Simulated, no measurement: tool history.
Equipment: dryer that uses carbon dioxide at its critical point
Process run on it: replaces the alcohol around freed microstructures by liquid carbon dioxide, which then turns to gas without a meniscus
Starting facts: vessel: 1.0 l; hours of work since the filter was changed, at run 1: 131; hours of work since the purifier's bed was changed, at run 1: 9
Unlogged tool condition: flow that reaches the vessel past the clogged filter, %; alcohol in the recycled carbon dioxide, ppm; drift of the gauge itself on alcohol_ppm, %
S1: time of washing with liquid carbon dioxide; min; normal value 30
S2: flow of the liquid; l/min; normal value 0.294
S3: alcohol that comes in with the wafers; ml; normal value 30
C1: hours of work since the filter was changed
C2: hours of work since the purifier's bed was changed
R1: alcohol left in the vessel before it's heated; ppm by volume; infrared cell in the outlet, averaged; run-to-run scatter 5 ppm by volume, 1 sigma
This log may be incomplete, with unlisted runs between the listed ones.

{"run": 1, "hour": 0.0, "S1": 30, "S2": 0.294, "S3": 30, "C1": 131, "C2": 9, "R1": 43}
{"run": 2, "hour": 9.4, "S1": 30, "S2": 0.24, "S3": 30, "C1": 134, "C2": 12, "R1": 130}
{"run": 3, "hour": 16.3, "S1": 30, "S2": 0.24, "S3": 30, "C1": 136, "C2": 15, "R1": 127}
{"run": 4, "hour": 25.5, "S1": 30, "S2": 0.24, "S3": 30, "C1": 139, "C2": 18, "R1": 123}
{"run": 5, "hour": 36.3, "S1": 30, "S2": 0.24, "S3": 30, "C1": 143, "C2": 21, "R1": 126}
{"run": 6, "hour": 45.2, "S1": 30, "S2": 0.294, "S3": 30, "C1": 145, "C2": 24, "R1": 42}
{"run": 7, "hour": 54.8, "S1": 30, "S2": 0.262, "S3": 30, "C1": 149, "C2": 27, "R1": 86}
{"run": 8, "hour": 60.7, "S1": 30, "S2": 0.262, "S3": 30, "C1": 151, "C2": 29, "R1": 83}
{"run": 9, "hour": 67.2, "S1": 30, "S2": 0.262, "S3": 30, "C1": 153, "C2": 31, "R1": 89}
{"run": 10, "hour": 73.3, "S1": 30, "S2": 0.294, "S3": 30, "C1": 155, "C2": 33, "R1": 37}
{"run": 11, "hour": 84.0, "S1": 38, "S2": 0.294, "S3": 30, "C1": 158, "C2": 37, "R1": 19}
{"run": 12, "hour": 90.5, "S1": 38, "S2": 0.294, "S3": 30, "C1": 160, "C2": 39, "R1": 21}
{"run": 13, "hour": 98.5, "S1": 30, "S2": 0.439, "S3": 30, "C1": 163, "C2": 41, "R1": 23}
{"run": 14, "hour": 103.6, "S1": 30, "S2": 0.439, "S3": 37, "C1": 165, "C2": 43, "R1": 18}
{"run": 15, "hour": 115.1, "S1": 26, "S2": 0.294, "S3": 30, "C1": 168, "C2": 47, "R1": 108}
{"run": 16, "hour": 127.4, "S1": 26, "S2": 0.294, "S3": 38, "C1": 172, "C2": 51, "R1": 127}
{"run": 17, "hour": 136.1, "S1": 26, "S2": 0.294, "S3": 38, "C1": 175, "C2": 54, "R1": 125}
{"run": 18, "hour": 146.4, "S1": 26, "S2": 0.294, "S3": 38, "C1": 179, "C2": 57, "R1": 132}
{"run": 19, "hour": 154.6, "S1": 26, "S2": 0.294, "S3": 38, "C1": 181, "C2": 60, "R1": 114}
{"run": 20, "hour": 165.9, "S1": 26, "S2": 0.294, "S3": 38, "C1": 185, "C2": 63, "R1": 135}
{"run": 21, "hour": 173.6, "S1": 30, "S2": 0.294, "S3": 30, "C1": 187, "C2": 66, "R1": 64}
{"run": 22, "hour": 184.1, "S1": 30, "S2": 0.294, "S3": 30, "C1": 191, "C2": 69, "R1": 53}
{"run": 23, "hour": 190.8, "S1": 30, "S2": 0.294, "S3": 30, "C1": 193, "C2": 72, "R1": 56}
{"run": 24, "hour": 196.8, "S1": 30, "S2": 0.294, "S3": 30, "C1": 195, "C2": 74, "R1": 63}
{"run": 25, "hour": 206.1, "S1": 23, "S2": 0.348, "S3": 76, "C1": 198, "C2": 77, "R1": 187}
{"run": 26, "hour": 212.1, "S1": 23, "S2": 0.348, "S3": 76, "C1": 200, "C2": 79, "R1": 171}
{"run": 27, "hour": 223.1, "S1": 48, "S2": 0.476, "S3": 38, "C1": 204, "C2": 82, "R1": 31}
{"run": 28, "hour": 231.0, "S1": 48, "S2": 0.476, "S3": 38, "C1": 206, "C2": 85, "R1": 22}

The next listed run, before its measurement:
{"run": 29, "hour": 240.7, "S1": 48, "S2": 0.476, "S3": 38, "C1": 209, "C2": 88, "R1": "?"}

Logged for run 29: R1 29 ppm by volume.
With no hidden state in the tool, this same run would have given R1 9 ppm by volume.

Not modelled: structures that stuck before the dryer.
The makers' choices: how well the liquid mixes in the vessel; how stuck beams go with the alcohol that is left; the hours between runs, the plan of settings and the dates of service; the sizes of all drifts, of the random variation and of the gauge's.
